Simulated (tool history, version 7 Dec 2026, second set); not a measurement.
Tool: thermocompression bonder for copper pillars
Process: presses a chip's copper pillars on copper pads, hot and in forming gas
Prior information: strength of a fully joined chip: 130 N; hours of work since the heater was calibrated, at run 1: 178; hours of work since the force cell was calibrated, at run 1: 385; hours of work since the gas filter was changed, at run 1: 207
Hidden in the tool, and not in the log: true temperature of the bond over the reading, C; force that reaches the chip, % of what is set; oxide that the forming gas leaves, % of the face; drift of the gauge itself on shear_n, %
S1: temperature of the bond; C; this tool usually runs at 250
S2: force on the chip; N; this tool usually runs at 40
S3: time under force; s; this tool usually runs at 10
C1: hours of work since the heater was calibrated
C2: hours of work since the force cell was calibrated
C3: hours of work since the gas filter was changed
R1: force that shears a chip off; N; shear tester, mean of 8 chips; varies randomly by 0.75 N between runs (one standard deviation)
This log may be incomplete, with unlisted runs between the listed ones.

run 1 hour=0 | S1=250 S2=40 S3=10 | C1=178 C2=385 C3=207 | R1=49.9
run 2 hour=14.2 | S1=250 S2=40 S3=10 | C1=186 C2=393 C3=214 | R1=48.8
run 3 hour=34.5 | S1=250 S2=40 S3=10 | C1=197 C2=404 C3=225 | R1=49.8
run 4 hour=44.5 | S1=250 S2=40 S3=10 | C1=202 C2=409 C3=231 | R1=50.6
run 5 hour=61.7 | S1=250 S2=40 S3=10 | C1=211 C2=418 C3=240 | R1=49.6
run 6 hour=77.9 | S1=250 S2=40 S3=10 | C1=220 C2=427 C3=249 | R1=49.3
run 7 hour=88.9 | S1=267 S2=40 S3=10 | C1=226 C2=433 C3=255 | R1=64.9
run 8 hour=110.4 | S1=250 S2=40 S3=10 | C1=238 C2=445 C3=267 | R1=48.6
run 9 hour=125.6 | S1=250 S2=40 S3=10 | C1=246 C2=453 C3=275 | R1=48.7
run 10 hour=136.1 | S1=250 S2=40 S3=10 | C1=252 C2=459 C3=280 | R1=48.5
run 11 hour=151.7 | S1=250 S2=40 S3=10 | C1=260 C2=467 C3=289 | R1=48.9
run 12 hour=171.3 | S1=250 S2=40 S3=10 | C1=271 C2=478 C3=299 | R1=48.4
run 13 hour=188.1 | S1=250 S2=40 S3=10 | C1=280 C2=487 C3=309 | R1=48.3
run 14 hour=202.4 | S1=250 S2=40 S3=10 | C1=287 C2=495 C3=316 | R1=48
run 15 hour=221.4 | S1=250 S2=58 S3=10 | C1=298 C2=505 C3=327 | R1=62.1
run 16 hour=237.1 | S1=250 S2=58 S3=10 | C1=306 C2=513 C3=335 | R1=60.8
-- hour=246 forming gas filter changed
run 17 hour=256.9 | S1=269 S2=40 S3=10 | C1=317 C2=524 C3=6 | R1=71.1
run 18 hour=268.9 | S1=269 S2=40 S3=10 | C1=323 C2=530 C3=12 | R1=72.8
run 19 hour=290.7 | S1=269 S2=40 S3=10 | C1=335 C2=542 C3=24 | R1=70.4
run 20 hour=307.6 | S1=269 S2=40 S3=10 | C1=344 C2=551 C3=33 | R1=72.3
run 21 hour=321.8 | S1=240 S2=38 S3=14 | C1=352 C2=559 C3=41 | R1=46.6
run 22 hour=343.7 | S1=240 S2=38 S3=14 | C1=364 C2=571 C3=53 | R1=47.7
run 23 hour=353.3 | S1=231 S2=48 S3=14 | C1=369 C2=576 C3=58 | R1=48.5
run 24 hour=368.9 | S1=231 S2=48 S3=14 | C1=377 C2=585 C3=67 | R1=48.8
run 25 hour=385 | S1=250 S2=41 S3=15 | C1=386 C2=593 C3=75 | R1=61.4
run 26 hour=402.3 | S1=250 S2=26 S3=6 | C1=396 C2=603 C3=85 | R1=30
run 27 hour=423.8 | S1=265 S2=26 S3=28 | C1=407 C2=614 C3=96 | R1=70.1
run 28 hour=438.6 | S1=265 S2=29 S3=12 | C1=415 C2=622 C3=104 | R1=56.3
run 29 hour=459 | S1=265 S2=29 S3=12 | C1=426 C2=633 C3=115 | R1=57.6
run 30 hour=473 | S1=265 S2=29 S3=12 | C1=434 C2=641 C3=123 | R1=57.2
run 31 hour=485.9 | S1=265 S2=29 S3=12 | C1=441 C2=648 C3=130 | R1=56.9
run 32 hour=507.3 | S1=225 S2=34 S3=12 | C1=452 C2=660 C3=142 | R1=30.5
run 33 hour=520.6 | S1=274 S2=37 S3=8 | C1=460 C2=667 C3=149 | R1=64.7
run 34 hour=531.2 | S1=274 S2=37 S3=8 | C1=465 C2=673 C3=155 | R1=64.8
run 35 hour=540.2 | S1=269 S2=28 S3=7 | C1=470 C2=677 C3=159 | R1=48.1
run 36 hour=556 | S1=250 S2=40 S3=16 | C1=479 C2=686 C3=168 | R1=58.4
run 37 hour=565.7 | S1=254 S2=57 S3=10 | C1=484 C2=691 C3=173 | R1=67.6
run 38 hour=586.5 | S1=273 S2=35 S3=29 | C1=495 C2=702 C3=184 | R1=89.2
run 39 hour=603.2 | S1=273 S2=35 S3=29 | C1=504 C2=712 C3=194 | R1=88.3

Branching from run 39: 3 alternative next runs. What would each branch give?
run A hour=615.5 | S1=250 S2=29 S3=20 | C1=511 C2=718 C3=200 | R1=?
run B hour=615.5 | S1=243 S2=35 S3=29 | C1=511 C2=718 C3=200 | R1=?
run C hour=615.5 | S1=262 S2=35 S3=29 | C1=511 C2=718 C3=200 | R1=?

run=A R1=53.4
run=B R1=60.2
run=C R1=77.5
Stripped of hidden state, with their random variation kept, the same runs would have yielded:
run=A R1=58.9
run=B R1=66.1
run=C R1=84.7
